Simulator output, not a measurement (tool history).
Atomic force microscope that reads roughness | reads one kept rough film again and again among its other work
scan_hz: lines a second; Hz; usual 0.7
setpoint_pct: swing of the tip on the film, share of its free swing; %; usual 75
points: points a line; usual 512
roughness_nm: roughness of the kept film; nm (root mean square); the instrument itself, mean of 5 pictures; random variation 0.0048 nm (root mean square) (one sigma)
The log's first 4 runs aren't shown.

run 5 day=2.583 | scan_hz=1.294 setpoint_pct=75 points=512 | roughness_nm=0.642
run 6 day=3.221 | scan_hz=0.7 setpoint_pct=75 points=782 | roughness_nm=0.64
run 7 day=3.958 | scan_hz=0.7 setpoint_pct=65 points=512 | roughness_nm=0.639
run 8 day=4.4 | scan_hz=0.7 setpoint_pct=65 points=512 | roughness_nm=0.63
run 9 day=4.95 | scan_hz=0.7 setpoint_pct=75 points=478 | roughness_nm=0.63
-- day=5.508 new tip fitted
run 10 day=5.508 | scan_hz=0.7 setpoint_pct=75 points=478 | roughness_nm=0.674
run 11 day=6.212 | scan_hz=0.7 setpoint_pct=75 points=478 | roughness_nm=0.656
run 12 day=6.675 | scan_hz=0.7 setpoint_pct=86 points=512 | roughness_nm=0.656
run 13 day=7.171 | scan_hz=0.7 setpoint_pct=75 points=676 | roughness_nm=0.652
run 14 day=7.704 | scan_hz=0.7 setpoint_pct=75 points=367 | roughness_nm=0.651
run 15 day=8.496 | scan_hz=0.7 setpoint_pct=75 points=512 | roughness_nm=0.646
run 16 day=9.304 | scan_hz=0.7 setpoint_pct=75 points=512 | roughness_nm=0.647
run 17 day=9.762 | scan_hz=0.7 setpoint_pct=75 points=512 | roughness_nm=0.636
run 18 day=10.554 | scan_hz=3.095 setpoint_pct=75 points=512 | roughness_nm=0.603
-- day=11.275 new tip fitted
run 19 day=11.438 | scan_hz=0.7 setpoint_pct=75 points=512 | roughness_nm=0.67
run 20 day=12.367 | scan_hz=0.7 setpoint_pct=75 points=512 | roughness_nm=0.667
run 21 day=13.025 | scan_hz=0.7 setpoint_pct=75 points=512 | roughness_nm=0.659
run 22 day=13.521 | scan_hz=0.7 setpoint_pct=75 points=512 | roughness_nm=0.642
run 23 day=14.438 | scan_hz=1.167 setpoint_pct=75 points=512 | roughness_nm=0.635
run 24 day=15.158 | scan_hz=0.7 setpoint_pct=83 points=512 | roughness_nm=0.634
run 25 day=16.029 | scan_hz=0.7 setpoint_pct=83 points=610 | roughness_nm=0.635
run 26 day=16.692 | scan_hz=0.7 setpoint_pct=75 points=512 | roughness_nm=0.637
-- day=17.046 new tip fitted
run 27 day=17.417 | scan_hz=0.7 setpoint_pct=75 points=590 | roughness_nm=0.665

The next listed run, before its measurement:
run 28 day=18.012 | scan_hz=2.545 setpoint_pct=80 points=906 | roughness_nm=?

roughness_nm: 0.627 nm (root mean square)
Without the tool's hidden state the same run would have given roughness_nm 0.629 nm (root mean square).
